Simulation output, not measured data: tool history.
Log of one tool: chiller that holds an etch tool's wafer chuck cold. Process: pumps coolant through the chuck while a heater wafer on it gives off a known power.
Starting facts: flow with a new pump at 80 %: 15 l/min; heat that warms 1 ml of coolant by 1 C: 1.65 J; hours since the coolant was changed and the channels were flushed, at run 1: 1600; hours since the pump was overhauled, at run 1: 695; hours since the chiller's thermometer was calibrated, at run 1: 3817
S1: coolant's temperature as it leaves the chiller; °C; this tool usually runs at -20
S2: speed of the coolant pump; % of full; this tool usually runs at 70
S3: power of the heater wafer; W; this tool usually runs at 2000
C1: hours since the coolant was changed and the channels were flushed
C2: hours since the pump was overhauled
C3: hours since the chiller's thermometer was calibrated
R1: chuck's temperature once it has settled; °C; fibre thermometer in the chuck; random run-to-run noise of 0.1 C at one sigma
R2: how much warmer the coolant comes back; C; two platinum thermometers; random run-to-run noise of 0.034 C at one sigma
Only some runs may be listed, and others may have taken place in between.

{"run": 1, "hour": 0.0, "S1": -20, "S2": 70, "S3": 2000, "C1": 1600, "C2": 695, "C3": 3817, "R1": -0.5, "R2": 5.63}
{"run": 2, "hour": 156.0, "S1": -20, "S2": 70, "S3": 2000, "C1": 1756, "C2": 851, "C3": 3973, "R1": -0.5, "R2": 5.67}
{"hour": 177.5, "done": "chiller's thermometer calibrated"}
{"run": 3, "hour": 268.1, "S1": -20, "S2": 63, "S3": 2000, "C1": 1867, "C2": 962, "C3": 91, "R1": 1.3, "R2": 6.29}
{"run": 4, "hour": 384.8, "S1": -20, "S2": 70, "S3": 2000, "C1": 1984, "C2": 1079, "C3": 207, "R1": 0.3, "R2": 5.64}
{"run": 5, "hour": 549.5, "S1": -20, "S2": 70, "S3": 1340, "C1": 2149, "C2": 1243, "C3": 372, "R1": -6.6, "R2": 3.8}
{"run": 6, "hour": 721.4, "S1": -20, "S2": 70, "S3": 1340, "C1": 2321, "C2": 1415, "C3": 544, "R1": -6.3, "R2": 3.82}
{"run": 7, "hour": 814.3, "S1": -20, "S2": 74, "S3": 2000, "C1": 2413, "C2": 1508, "C3": 637, "R1": -0.2, "R2": 5.42}
{"run": 8, "hour": 1033.5, "S1": -20, "S2": 74, "S3": 2000, "C1": 2633, "C2": 1727, "C3": 856, "R1": 0.1, "R2": 5.47}
{"run": 9, "hour": 1173.5, "S1": -20, "S2": 70, "S3": 1384, "C1": 2773, "C2": 1867, "C3": 996, "R1": -5.7, "R2": 4.03}
{"run": 10, "hour": 1317.5, "S1": -20, "S2": 77, "S3": 2346, "C1": 2917, "C2": 2011, "C3": 1140, "R1": 3, "R2": 6.17}
{"run": 11, "hour": 1512.7, "S1": -20, "S2": 96, "S3": 1493, "C1": 3112, "C2": 2206, "C3": 1335, "R1": -6.9, "R2": 3.21}
{"run": 12, "hour": 1671.6, "S1": -13, "S2": 71, "S3": 1933, "C1": 3271, "C2": 2365, "C3": 1494, "R1": 7, "R2": 5.58}
{"run": 13, "hour": 1798.3, "S1": -24, "S2": 87, "S3": 1874, "C1": 3397, "C2": 2492, "C3": 1621, "R1": -6.4, "R2": 4.44}
{"run": 14, "hour": 1960.8, "S1": -17, "S2": 84, "S3": 1403, "C1": 3560, "C2": 2655, "C3": 1783, "R1": -3.6, "R2": 3.46}
{"run": 15, "hour": 2138.2, "S1": -12, "S2": 88, "S3": 2266, "C1": 3737, "C2": 2832, "C3": 1961, "R1": 9.4, "R2": 5.4}
{"run": 16, "hour": 2342.6, "S1": -20, "S2": 70, "S3": 1941, "C1": 3942, "C2": 3036, "C3": 2165, "R1": 0.5, "R2": 5.84}

5 options for the next run, each taken on its own from the tool as it stands now. Forecast them:
{"run": "A", "hour": 2513.5, "S1": -20, "S2": 70, "S3": 1114, "C1": 4113, "C2": 3207, "C3": 2336, "R1": "?", "R2": "?"}
{"run": "B", "hour": 2513.5, "S1": -25, "S2": 74, "S3": 1941, "C1": 4113, "C2": 3207, "C3": 2336, "R1": "?", "R2": "?"}
{"run": "C", "hour": 2513.5, "S1": -23, "S2": 78, "S3": 2678, "C1": 4113, "C2": 3207, "C3": 2336, "R1": "?", "R2": "?"}
{"run": "D", "hour": 2513.5, "S1": -22, "S2": 95, "S3": 1422, "C1": 4113, "C2": 3207, "C3": 2336, "R1": "?", "R2": "?"}
{"run": "E", "hour": 2513.5, "S1": -14, "S2": 96, "S3": 1046, "C1": 4113, "C2": 3207, "C3": 2336, "R1": "?", "R2": "?"}

run=A R1=-8.2 R2=3.34
run=B R1=-4.8 R2=5.53
run=C R1=4.1 R2=7.16
run=D R1=-9.3 R2=3.19
run=E R1=-4.6 R2=2.3
With the hidden condition removed and each run's random variation left untouched, the same runs would have given:
run=A R1=-9.3 R2=3.08
run=B R1=-7 R2=5.09
run=C R1=1.1 R2=6.58
run=D R1=-10.5 R2=2.94
run=E R1=-5.4 R2=2.12
